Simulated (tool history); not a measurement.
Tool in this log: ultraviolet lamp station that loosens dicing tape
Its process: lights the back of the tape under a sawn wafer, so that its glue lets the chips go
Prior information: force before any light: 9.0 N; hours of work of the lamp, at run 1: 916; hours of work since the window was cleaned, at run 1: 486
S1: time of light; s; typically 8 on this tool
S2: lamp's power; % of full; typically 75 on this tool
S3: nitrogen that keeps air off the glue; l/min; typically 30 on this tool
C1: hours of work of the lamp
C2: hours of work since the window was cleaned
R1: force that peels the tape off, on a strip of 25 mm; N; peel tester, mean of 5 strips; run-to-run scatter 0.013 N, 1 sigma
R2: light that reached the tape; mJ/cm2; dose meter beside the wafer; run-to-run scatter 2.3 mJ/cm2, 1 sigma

run,hour,S1,S2,S3,C1,C2,R1,R2
1,0,8,75,30,916,486,0.991,179
2,53.3,8,75,30,940,510,1.026,174
3,122.3,8,75,30,971,541,1.025,174
# hour 171.2: window cleaned of glue's vapour
4,188.8,8,75,30,1001,8,1.093,163
5,248.9,8,75,30,1028,35,1.166,158
6,299.4,6,75,30,1051,58,1.821,123
7,365.4,6,75,30,1081,87,1.915,119
8,428.4,6,75,30,1109,116,1.877,119
9,490.6,5,94,15,1137,144,2.416,118
10,536.7,5,94,15,1158,164,2.359,118
11,594.9,5,94,18,1184,191,2.152,118
# hour 599.2: window cleaned of glue's vapour, once more
12,646.8,5,94,18,1207,21,1.88,135
13,702,5,94,18,1232,46,1.954,137
14,759.8,4,75,39,1258,72,2.781,85
15,802,6,84,11,1277,91,2.186,141

Alternative continuations, all from the tool just after run 15; predict every row:
A,840.7,5,61,15,1294,109,?,?
B,840.7,10,75,30,1294,109,?,?
C,840.7,6,96,11,1294,109,?,?
D,840.7,8,75,19,1294,109,?,?
E,840.7,6,75,32,1294,109,?,?

run,R1,R2
A,3.373,84
B,0.724,209
C,1.819,158
D,1.306,167
E,1.751,122
With no hidden state in the tool, these same runs would have given:
run,R1,R2
A,2.43,115
B,0.411,284
C,1.093,215
D,0.738,227
E,1.041,167

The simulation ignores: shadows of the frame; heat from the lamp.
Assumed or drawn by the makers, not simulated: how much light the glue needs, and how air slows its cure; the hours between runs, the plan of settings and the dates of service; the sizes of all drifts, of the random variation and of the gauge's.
